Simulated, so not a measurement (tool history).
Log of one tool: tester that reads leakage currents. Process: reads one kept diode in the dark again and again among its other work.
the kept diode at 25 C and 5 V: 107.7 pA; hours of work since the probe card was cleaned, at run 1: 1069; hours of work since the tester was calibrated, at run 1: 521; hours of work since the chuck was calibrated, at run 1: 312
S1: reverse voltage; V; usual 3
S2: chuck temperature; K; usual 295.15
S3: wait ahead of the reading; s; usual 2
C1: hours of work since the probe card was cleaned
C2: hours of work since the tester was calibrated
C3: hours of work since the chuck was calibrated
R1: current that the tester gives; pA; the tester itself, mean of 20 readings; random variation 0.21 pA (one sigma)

run	hour	S1	S2	S3	C1	C2	C3	R1
1	0	3	295.15	2	1069	521	312	76.42
2	52.4	3	295.15	2	1102	554	345	76.54
3	101.7	3	295.15	2	1133	585	376	76.96
# hour 180.6: probe card cleaned and baked
4	180.6	3	295.15	2	0	633	423	69.31
5	230.4	3	295.15	2	31	664	455	69.47
6	303.1	3	295.15	2	77	709	500	70.11
7	378.9	3	295.15	2	124	757	548	70.6
8	453.6	3	295.15	2	171	804	594	70.92
9	514.2	15.18	295.15	2	209	842	632	138.4
10	553	15.18	295.15	2	233	866	657	140.3
11	623.4	15.18	295.15	2	278	910	701	142.29
12	681.6	3	295.15	2	314	947	737	72.89
13	762.6	3	314.15	2	365	997	788	397.49
14	820.9	3	314.15	2	401	1034	825	399.15
15	888.4	3	314.15	2	444	1076	867	400.21
16	925.8	3	314.15	2	467	1100	890	400.81
17	974.2	3	295.15	2	497	1130	921	75.7
18	1031.2	1.01	295.15	2	533	1166	957	48.8
19	1080.1	3	295.15	2	564	1196	987	76.28
20	1137.1	3	295.15	2	600	1232	1023	76.66
21	1179.1	1.43	307.15	2	626	1259	1049	167.42
22	1238.9	5.07	295.15	2	663	1296	1087	97.37
23	1309.6	14.13	307.15	9.9	708	1340	1131	422.54
24	1372.6	14.13	307.15	9.9	747	1380	1170	425.98
25	1422.9	14.13	307.15	9.9	779	1411	1202	423.57
26	1469.2	2.31	302.15	0.38	808	1440	1231	133.4
27	1535.8	1.97	302.15	0.89	849	1482	1273	125.04
28	1577.2	1.11	322.15	1.09	875	1508	1299	544.39
29	1640.8	1.11	322.15	1.09	915	1548	1339	545.39
30	1719.9	10.88	295.15	2	965	1597	1388	147.05
31	1788	10.88	295.15	2	1008	1640	1431	150.07
32	1838.8	10.88	295.15	2	1039	1672	1463	150.69
33	1875	8.94	295.15	2.9	1062	1695	1485	137.36
34	1926.1	1.02	295.15	2	1094	1727	1517	52.16
35	1959.1	8.71	295.15	3.63	1115	1747	1538	136.79
# hour 2009.8: chuck's temperature calibrated
36	2012.6	8.71	295.15	3.63	1147	1780	2	123.73
# hour 2070.7: probe card cleaned and baked
37	2076.6	13.44	303.15	3.63	4	1818	40	250.8
38	2142.2	3.87	302.15	0.32	45	1859	81	144.35
39	2221	3.87	302.15	0.32	94	1908	131	145.05
40	2293.5	3.87	302.15	0.32	140	1954	176	145.74

Forecast each of these 4 alternatives for the next run:
A	2343.6	3.87	294.15	0.32	171	1985	207	?
B	2343.6	8.32	311.15	4.93	171	1985	207	?
C	2343.6	2.07	317.15	5.74	171	1985	207	?
D	2343.6	3	304.15	2	171	1985	207	?

run	R1
A	70.85
B	432.27
C	423.02
D	156.67
Without the tool's hidden state the same runs would have given:
run	R1
A	68.54
B	425.5
C	419.29
D	154.1
